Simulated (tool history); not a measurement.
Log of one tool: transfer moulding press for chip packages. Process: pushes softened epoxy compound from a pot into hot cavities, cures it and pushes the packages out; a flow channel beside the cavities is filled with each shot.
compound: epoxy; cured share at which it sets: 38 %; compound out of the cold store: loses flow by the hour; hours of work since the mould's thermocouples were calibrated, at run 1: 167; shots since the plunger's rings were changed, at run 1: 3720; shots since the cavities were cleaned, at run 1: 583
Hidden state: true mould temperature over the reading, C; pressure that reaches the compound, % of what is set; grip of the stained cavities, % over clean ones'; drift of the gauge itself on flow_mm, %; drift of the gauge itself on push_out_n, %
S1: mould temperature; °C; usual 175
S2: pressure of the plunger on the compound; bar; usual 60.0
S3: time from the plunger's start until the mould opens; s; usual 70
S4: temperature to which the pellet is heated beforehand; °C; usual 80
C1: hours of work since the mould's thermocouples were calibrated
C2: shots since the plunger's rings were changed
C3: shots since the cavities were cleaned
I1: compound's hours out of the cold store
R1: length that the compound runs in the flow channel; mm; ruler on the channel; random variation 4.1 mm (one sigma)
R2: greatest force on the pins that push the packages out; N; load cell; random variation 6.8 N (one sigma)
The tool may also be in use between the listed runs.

| run | hour | S1 | S2 | S3 | S4 | C1 | C2 | C3 | I1 | R1 | R2 |
|---|---|---|---|---|---|---|---|---|---|---|---|
| 1 | 0.0 | 175 | 60.0 | 70 | 80 | 167 | 3720 | 583 | 37.6 | 486 | 273 |
|  | 25.4 | cavities cleaned with cleaning compound and waxed |
|  | 50.2 | plunger's sealing rings changed |
| 2 | 59.1 | 175 | 57.7 | 70 | 80 | 192 | 100 | 349 | 18.4 | 505 | 293 |
|  | 104.9 | cavities cleaned with cleaning compound and waxed |
| 3 | 114.8 | 175 | 60.0 | 70 | 80 | 216 | 705 | 110 | 31.8 | 500 | 275 |
| 4 | 166.3 | 175 | 60.0 | 70 | 80 | 239 | 1281 | 686 | 19.2 | 518 | 273 |
|  | 180.1 | cavities cleaned with cleaning compound and waxed |
| 5 | 227.2 | 175 | 60.0 | 70 | 80 | 266 | 1945 | 527 | 8.2 | 522 | 285 |
|  | 257.3 | cavities cleaned with cleaning compound and waxed |
| 6 | 282.1 | 175 | 60.0 | 70 | 80 | 290 | 2542 | 278 | 15.5 | 515 | 281 |
| 7 | 324.8 | 175 | 60.0 | 70 | 80 | 309 | 3018 | 754 | 16.2 | 515 | 288 |
|  | 335.6 | cavities cleaned with cleaning compound and waxed |
| 8 | 396.9 | 175 | 60.0 | 70 | 80 | 341 | 3808 | 685 | 14.0 | 517 | 292 |
|  | 410.7 | cavities cleaned with cleaning compound and waxed |
|  | 439.8 | plunger's sealing rings changed |
| 9 | 459.0 | 175 | 60.0 | 70 | 80 | 368 | 215 | 512 | 28.5 | 501 | 276 |
|  | 493.0 | cavities cleaned with cleaning compound and waxed |
| 10 | 520.7 | 175 | 60.0 | 70 | 80 | 395 | 887 | 309 | 20.3 | 515 | 283 |
|  | 570.2 | cavities cleaned with cleaning compound and waxed |
| 11 | 588.5 | 175 | 60.0 | 70 | 80 | 425 | 1628 | 204 | 19.3 | 503 | 281 |
| 12 | 635.0 | 175 | 69.3 | 109 | 88 | 446 | 2148 | 724 | 34.3 | 525 | 208 |

The next listed run, before its measurement:
|  | 645.4 | cavities cleaned with cleaning compound and waxed |
| 13 | 702.0 | 175 | 69.3 | 109 | 88 | 475 | 2880 | 632 | 33.2 | ? | ? |

Run 13 gave R1 529 mm, R2 213 N.
Without the tool's hidden state the same run would have given R1 530 mm, R2 211 N.

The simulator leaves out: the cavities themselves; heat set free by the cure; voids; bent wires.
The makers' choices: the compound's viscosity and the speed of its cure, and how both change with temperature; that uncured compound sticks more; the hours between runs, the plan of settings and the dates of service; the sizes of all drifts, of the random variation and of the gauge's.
